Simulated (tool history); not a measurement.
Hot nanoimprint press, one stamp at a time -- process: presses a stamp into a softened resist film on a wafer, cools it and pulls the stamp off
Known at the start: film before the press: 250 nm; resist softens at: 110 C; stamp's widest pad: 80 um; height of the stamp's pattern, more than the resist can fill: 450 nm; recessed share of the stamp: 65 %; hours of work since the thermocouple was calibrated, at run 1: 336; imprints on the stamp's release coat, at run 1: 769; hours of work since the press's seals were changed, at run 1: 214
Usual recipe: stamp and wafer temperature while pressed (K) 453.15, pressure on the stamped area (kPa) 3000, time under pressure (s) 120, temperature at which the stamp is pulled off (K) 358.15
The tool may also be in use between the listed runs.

run,day,stamp and wafer temperature while pressed (K),pressure on the stamped area (kPa),time under pressure (s),temperature at which the stamp is pulled off (K),hours of work since the thermocouple was calibrated,imprints on the stamp's release coat,hours of work since the press's seals were changed,resist left under the stamp's widest pad (Å),greatest force while the stamp is pulled off (N)
1,0.000,453.15,3000,120,358.15,336,769,214,1436,162
# day 0.346: stamp cleaned and given a new release coat
2,1.204,453.15,4550,120,358.15,351,56,229,1207,139
3,2.517,453.15,3000,120,358.15,371,140,249,1458,144
4,3.525,453.15,3000,120,358.15,387,205,265,1444,146
5,4.888,465.15,3000,120,358.15,408,292,286,853,147
6,5.838,465.15,3000,120,358.15,423,353,301,875,153
# day 7.296: plate thermocouple calibrated
7,7.712,465.15,3000,120,358.15,6,466,328,793,150
8,9.658,453.15,3000,96,358.15,37,591,358,1472,157
9,10.679,453.15,3000,82,358.15,53,657,374,1534,156
10,12.042,464.15,3000,82,358.15,74,744,395,977,157
# day 12.738: stamp cleaned and given a new release coat
11,14.046,464.15,3000,82,358.15,101,84,423,987,138
12,15.958,453.15,3000,120,358.15,131,207,452,1371,143
13,17.604,453.15,3000,163,358.15,156,313,478,1256,146
14,19.175,453.15,3000,163,358.15,181,414,502,1264,151
15,20.629,455.15,3000,163,358.15,203,507,525,1154,155
# day 21.429: press's hydraulic seals changed and the load cell set to zero
16,21.992,448.15,3000,77,358.15,219,574,9,1899,153
17,23.075,451.15,2300,90,366.15,236,643,26,1818,139
18,24.871,442.15,4550,130,347.15,264,759,54,1810,184
# day 25.458: stamp cleaned and given a new release coat
19,26.612,449.15,4550,130,362.15,287,75,77,1371,132
20,28.396,449.15,4550,130,362.15,315,189,104,1363,136
21,29.433,459.15,2950,103,358.15,331,256,121,1166,145
22,30.825,447.15,1840,176,352.15,353,346,142,1887,163
23,32.179,453.15,1840,176,352.15,374,433,163,1544,159
24,32.975,453.15,1840,176,352.15,386,484,176,1551,166
25,33.967,462.15,3720,83,357.15,402,547,191,983,156
26,34.946,453.15,2230,120,365.15,417,611,206,1605,141
27,36.179,453.15,2230,120,365.15,436,690,226,1623,148
# day 36.696: plate thermocouple calibrated
# day 37.862: stamp cleaned and given a new release coat
28,38.233,444.15,2230,120,365.15,20,24,252,2054,127
29,39.358,453.15,4470,120,358.15,38,96,269,1128,138

Branching from run 29: 3 alternative next runs. What would each branch give?
A,40.375,449.15,3000,136,362.15,53,162,285,?,?
B,40.375,456.15,2020,120,358.15,53,162,285,?,?
C,40.375,453.15,2470,66,352.15,53,162,285,?,?

run,resist left under the stamp's widest pad (Å),greatest force while the stamp is pulled off (N)
A,1567,134
B,1432,139
C,1739,151
What these runs would have given with no unlogged condition in the tool:
run,resist left under the stamp's widest pad (Å),greatest force while the stamp is pulled off (N)
A,1549,128
B,1417,133
C,1724,145

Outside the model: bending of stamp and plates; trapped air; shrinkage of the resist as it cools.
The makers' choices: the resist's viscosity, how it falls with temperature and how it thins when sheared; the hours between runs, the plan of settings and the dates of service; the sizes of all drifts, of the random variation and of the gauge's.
